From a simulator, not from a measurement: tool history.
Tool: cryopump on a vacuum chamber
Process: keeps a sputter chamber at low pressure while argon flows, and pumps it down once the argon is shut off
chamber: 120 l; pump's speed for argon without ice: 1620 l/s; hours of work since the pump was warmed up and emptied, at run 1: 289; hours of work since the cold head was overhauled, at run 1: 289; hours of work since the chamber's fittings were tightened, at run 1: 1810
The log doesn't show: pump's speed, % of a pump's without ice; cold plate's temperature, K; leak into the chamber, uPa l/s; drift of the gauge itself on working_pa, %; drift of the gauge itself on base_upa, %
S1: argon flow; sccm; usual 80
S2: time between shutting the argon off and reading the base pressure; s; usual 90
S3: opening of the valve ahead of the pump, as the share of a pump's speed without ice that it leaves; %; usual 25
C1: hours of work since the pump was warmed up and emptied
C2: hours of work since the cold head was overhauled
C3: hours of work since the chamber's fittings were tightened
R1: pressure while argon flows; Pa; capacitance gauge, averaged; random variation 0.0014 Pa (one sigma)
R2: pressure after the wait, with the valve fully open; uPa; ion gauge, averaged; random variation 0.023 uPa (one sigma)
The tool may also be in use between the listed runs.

run  hour  S1  S2  S3   C1   C2    C3      R1    R2
  1     0  80  90  25  289  289  1810   0.351  1.82
  2  15.2  80  90  25  296  296  1817  0.3512  1.86
  3  32.2  80  90  25  304  304  1825  0.3496   1.8
  4  45.8  80  90  25  310  310  1831  0.3498  1.83
  5  61.6  80  90  25  318  318  1839   0.351  1.82
  6  79.2  80  90  18  326  326  1847   0.485  1.89
  7  94.8  80  90  25  333  333  1855  0.3507  1.94

Run 8 comes next. What will it give?
  8  106.3  39  82  24  339  339  1860   ?   ?

{"run 8": {"R1": 0.1805, "R2": 2}}
Without the tool's hidden state the same run would have given R1 0.1707 Pa, R2 0.78 uPa.
